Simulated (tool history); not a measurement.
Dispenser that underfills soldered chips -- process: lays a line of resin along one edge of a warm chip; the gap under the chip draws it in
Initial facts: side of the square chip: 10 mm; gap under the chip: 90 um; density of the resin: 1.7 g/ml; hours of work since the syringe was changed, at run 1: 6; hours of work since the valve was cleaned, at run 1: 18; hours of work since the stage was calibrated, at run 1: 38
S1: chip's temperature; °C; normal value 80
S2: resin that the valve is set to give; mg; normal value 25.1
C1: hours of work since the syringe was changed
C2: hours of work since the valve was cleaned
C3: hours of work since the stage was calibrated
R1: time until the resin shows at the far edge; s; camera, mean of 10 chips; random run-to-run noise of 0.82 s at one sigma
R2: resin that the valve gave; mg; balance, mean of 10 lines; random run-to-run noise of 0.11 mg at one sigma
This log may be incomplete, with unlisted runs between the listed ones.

| run | day | S1 | S2 | C1 | C2 | C3 | R1 | R2 |
|---|---|---|---|---|---|---|---|---|
| 1 | 0.000 | 80 | 25.1 | 6 | 18 | 38 | 104.9 | 24.83 |
|  | 0.158 | new syringe of resin |
| 2 | 0.275 | 80 | 25.1 | 2 | 22 | 42 | 82.7 | 24.77 |
| 3 | 0.412 | 80 | 25.1 | 4 | 24 | 44 | 91.1 | 24.83 |
| 4 | 0.604 | 80 | 26.4 | 7 | 27 | 47 | 106.2 | 25.85 |
|  | 0.721 | new syringe of resin |
| 5 | 0.808 | 80 | 26.4 | 1 | 30 | 49 | 80.2 | 25.77 |
| 6 | 1.062 | 80 | 26.4 | 5 | 33 | 53 | 96.0 | 25.89 |
| 7 | 1.229 | 94 | 25.1 | 7 | 36 | 56 | 57.9 | 24.39 |
|  | 1.283 | new syringe of resin |
| 8 | 1.475 | 81 | 25.2 | 3 | 39 | 59 | 82.4 | 24.38 |
| 9 | 1.758 | 65 | 21.8 | 7 | 43 | 63 | 227.5 | 21.17 |
|  | 1.850 | new syringe of resin |
| 10 | 1.992 | 65 | 21.8 | 2 | 46 | 66 | 186.3 | 21.15 |
| 11 | 2.250 | 77 | 21.8 | 6 | 50 | 70 | 120.6 | 21.18 |
|  | 2.425 | new syringe of resin |
| 12 | 2.517 | 77 | 21.8 | 1 | 54 | 74 | 97.4 | 20.92 |
| 13 | 2.662 | 81 | 21.5 | 3 | 56 | 76 | 91.1 | 20.72 |

Forecast each of these 5 alternatives for the next run:
| A | 2.871 | 80 | 22.8 | 7 | 59 | 79 | ? | ? |
| B | 2.871 | 71 | 29.0 | 7 | 59 | 79 | ? | ? |
| C | 2.871 | 91 | 25.8 | 7 | 59 | 79 | ? | ? |
| D | 2.871 | 79 | 25.9 | 7 | 59 | 79 | ? | ? |
| E | 2.871 | 80 | 23.5 | 7 | 59 | 79 | ? | ? |

| run | R1 | R2 |
|---|---|---|
| A | 107.1 | 21.94 |
| B | 160.3 | 27.84 |
| C | 63.3 | 24.75 |
| D | 111.3 | 24.94 |
| E | 108.5 | 22.56 |
With the hidden condition removed and each run's random variation left untouched, the same runs would have given:
| run | R1 | R2 |
|---|---|---|
| A | 77.1 | 22.83 |
| B | 116.1 | 28.96 |
| C | 45.5 | 25.75 |
| D | 80.3 | 25.95 |
| E | 78.2 | 23.47 |
